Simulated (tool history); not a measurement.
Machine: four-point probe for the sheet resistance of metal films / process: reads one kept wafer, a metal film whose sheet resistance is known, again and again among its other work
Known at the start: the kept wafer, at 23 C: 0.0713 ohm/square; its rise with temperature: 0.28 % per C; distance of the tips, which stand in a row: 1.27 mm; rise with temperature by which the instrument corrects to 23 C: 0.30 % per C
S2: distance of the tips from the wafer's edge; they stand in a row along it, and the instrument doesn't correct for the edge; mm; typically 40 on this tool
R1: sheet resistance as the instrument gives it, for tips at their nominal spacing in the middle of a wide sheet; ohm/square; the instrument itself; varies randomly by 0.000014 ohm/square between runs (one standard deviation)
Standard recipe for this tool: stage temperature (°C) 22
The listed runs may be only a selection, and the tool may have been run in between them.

{"run": 1, "hour": 0.0, "stage temperature (°C)": 22, "S2": 40, "R1": 0.071366}
{"run": 2, "hour": 13.9, "stage temperature (°C)": 20, "S2": 40, "R1": 0.071391}
{"run": 3, "hour": 29.1, "stage temperature (°C)": 22, "S2": 40, "R1": 0.071384}
{"run": 4, "hour": 58.3, "stage temperature (°C)": 22, "S2": 40, "R1": 0.071371}
{"run": 5, "hour": 86.8, "stage temperature (°C)": 22, "S2": 40, "R1": 0.071365}
{"run": 6, "hour": 102.2, "stage temperature (°C)": 22, "S2": 40, "R1": 0.071365}
{"run": 7, "hour": 121.2, "stage temperature (°C)": 22, "S2": 40, "R1": 0.071344}
{"run": 8, "hour": 149.1, "stage temperature (°C)": 22, "S2": 16, "R1": 0.071542}
{"run": 9, "hour": 181.8, "stage temperature (°C)": 22, "S2": 40, "R1": 0.071346}
{"run": 10, "hour": 203.3, "stage temperature (°C)": 22, "S2": 40, "R1": 0.071362}
{"run": 11, "hour": 228.9, "stage temperature (°C)": 20, "S2": 40, "R1": 0.071401}
{"run": 12, "hour": 244.1, "stage temperature (°C)": 20, "S2": 40, "R1": 0.071405}
{"run": 13, "hour": 264.6, "stage temperature (°C)": 31, "S2": 40, "R1": 0.071169}
{"run": 14, "hour": 280.1, "stage temperature (°C)": 31, "S2": 40, "R1": 0.071209}
{"run": 15, "hour": 302.3, "stage temperature (°C)": 22, "S2": 16, "R1": 0.071589}
{"run": 16, "hour": 320.0, "stage temperature (°C)": 22, "S2": 5, "R1": 0.073692}
{"run": 17, "hour": 339.7, "stage temperature (°C)": 22, "S2": 5, "R1": 0.073715}
{"run": 18, "hour": 365.8, "stage temperature (°C)": 27, "S2": 14, "R1": 0.071559}
{"run": 19, "hour": 381.6, "stage temperature (°C)": 27, "S2": 14, "R1": 0.07154}
{"run": 20, "hour": 414.0, "stage temperature (°C)": 27, "S2": 14, "R1": 0.071546}
{"run": 21, "hour": 432.2, "stage temperature (°C)": 27, "S2": 14, "R1": 0.071525}
{"run": 22, "hour": 456.4, "stage temperature (°C)": 27, "S2": 14, "R1": 0.071555}
{"run": 23, "hour": 474.2, "stage temperature (°C)": 22, "S2": 73, "R1": 0.071338}
{"run": 24, "hour": 493.2, "stage temperature (°C)": 22, "S2": 73, "R1": 0.071333}
{"run": 25, "hour": 520.9, "stage temperature (°C)": 35, "S2": 50, "R1": 0.071089}
{"run": 26, "hour": 546.7, "stage temperature (°C)": 21, "S2": 40, "R1": 0.071378}
{"run": 27, "hour": 565.6, "stage temperature (°C)": 26, "S2": 5, "R1": 0.073618}
{"run": 28, "hour": 581.7, "stage temperature (°C)": 24, "S2": 5, "R1": 0.073672}
{"run": 29, "hour": 602.0, "stage temperature (°C)": 22, "S2": 22, "R1": 0.071441}
{"run": 30, "hour": 621.4, "stage temperature (°C)": 22, "S2": 22, "R1": 0.071426}
{"run": 31, "hour": 641.7, "stage temperature (°C)": 28, "S2": 15, "R1": 0.07147}
{"run": 32, "hour": 670.3, "stage temperature (°C)": 33, "S2": 4, "R1": 0.074761}
{"run": 33, "hour": 696.9, "stage temperature (°C)": 26, "S2": 25, "R1": 0.071339}
{"run": 34, "hour": 727.7, "stage temperature (°C)": 26, "S2": 6, "R1": 0.072946}

3 ways to go on from here, each from the tool as it stands after run 34. What would each give?
{"run": "A", "hour": 744.4, "stage temperature (°C)": 25, "S2": 19, "R1": "?"}
{"run": "B", "hour": 744.4, "stage temperature (°C)": 22, "S2": 73, "R1": "?"}
{"run": "C", "hour": 744.4, "stage temperature (°C)": 30, "S2": 3, "R1": "?"}

run=A R1=0.071429
run=B R1=0.071336
run=C R1=0.077414
Without the tool's hidden state the same runs would have given:
run=A R1=0.071434
run=B R1=0.07134
run=C R1=0.077419
